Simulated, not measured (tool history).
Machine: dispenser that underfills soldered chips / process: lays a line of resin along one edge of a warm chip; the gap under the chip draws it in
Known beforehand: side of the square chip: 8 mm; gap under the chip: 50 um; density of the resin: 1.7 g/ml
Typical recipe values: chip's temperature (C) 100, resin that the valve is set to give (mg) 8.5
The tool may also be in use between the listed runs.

| run | hour | chip's temperature (C) | resin that the valve is set to give (mg) | time until the resin shows at the far edge (s) | resin that the valve gave (mg) |
|---|---|---|---|---|---|
| 1 | 0 | 100 | 8.5 | 123.8 | 8.15 |
|  | 0.7 | new syringe of resin |
| 2 | 7.2 | 100 | 8.5 | 93.5 | 8.09 |
| 3 | 11.3 | 100 | 8.5 | 103.8 | 8.11 |
| 4 | 15.8 | 100 | 8.5 | 121 | 8 |
|  | 16.7 | new syringe of resin |
| 5 | 22.6 | 100 | 8.5 | 90.4 | 8.01 |
| 6 | 28.1 | 100 | 8.89 | 106.3 | 8.29 |
|  | 32.7 | new syringe of resin |
| 7 | 33.3 | 100 | 8.89 | 72.6 | 8.34 |
| 8 | 36 | 100 | 8.5 | 81.3 | 8.02 |
| 9 | 38.9 | 100 | 8.63 | 88.5 | 8.08 |
| 10 | 43.7 | 100 | 8.63 | 103.7 | 8.05 |
|  | 48.7 | new syringe of resin |
|  | 49.9 | dispensing valve cleaned and set on the balance |
| 11 | 49.9 | 100 | 8.63 | 75.1 | 8.61 |
| 12 | 55.1 | 100 | 8.5 | 89 | 8.43 |
| 13 | 61.5 | 100 | 8.07 | 108.8 | 8.08 |
|  | 65.7 | new syringe of resin |
| 14 | 67.5 | 100 | 8.07 | 81.8 | 8.02 |
| 15 | 73.3 | 105 | 8.5 | 79.3 | 8.41 |
| 16 | 79.8 | 105 | 8.5 | 97.3 | 8.35 |
|  | 81.7 | new syringe of resin |
| 17 | 85.1 | 105 | 7.93 | 70 | 7.7 |
| 18 | 89.4 | 108 | 8.5 | 70.4 | 8.32 |
| 19 | 95.3 | 108 | 8.5 | 83.3 | 8.26 |
|  | 97.6 | new syringe of resin |
| 20 | 101.5 | 103 | 8.06 | 73.5 | 7.83 |
| 21 | 107.5 | 103 | 7.59 | 91.5 | 7.31 |
| 22 | 112.3 | 103 | 7.59 | 107.1 | 7.41 |
|  | 114 | new syringe of resin |
| 23 | 117.1 | 103 | 9.86 | 71.3 | 9.51 |
| 24 | 122.3 | 103 | 9.86 | 85 | 9.49 |
| 25 | 127.1 | 106 | 7.4 | 91.8 | 7.12 |
|  | 130.1 | new syringe of resin |
| 26 | 132.5 | 95 | 10.01 | 97.1 | 9.71 |
| 27 | 138.1 | 101 | 8.5 | 91.5 | 8.13 |
| 28 | 143.2 | 98 | 10.99 | 119.5 | 10.47 |
|  | 146.4 | new syringe of resin |
| 29 | 148.2 | 91 | 7.79 | 114.5 | 7.37 |

What if the next run were any one of these 3? Each begins from the tool's condition after run 29:
| A | 154.4 | 88 | 8.28 | ? | ? |
| B | 154.4 | 99 | 10.72 | ? | ? |
| C | 154.4 | 102 | 9.72 | ? | ? |

| run | time until the resin shows at the far edge (s) | resin that the valve gave (mg) |
|---|---|---|
| A | 155.2 | 7.88 |
| B | 96.5 | 10.15 |
| C | 87.7 | 9.22 |
With no hidden state in the tool, these same runs would have given:
| run | time until the resin shows at the far edge (s) | resin that the valve gave (mg) |
|---|---|---|
| A | 124 | 8.31 |
| B | 77.4 | 10.71 |
| C | 70.2 | 9.72 |
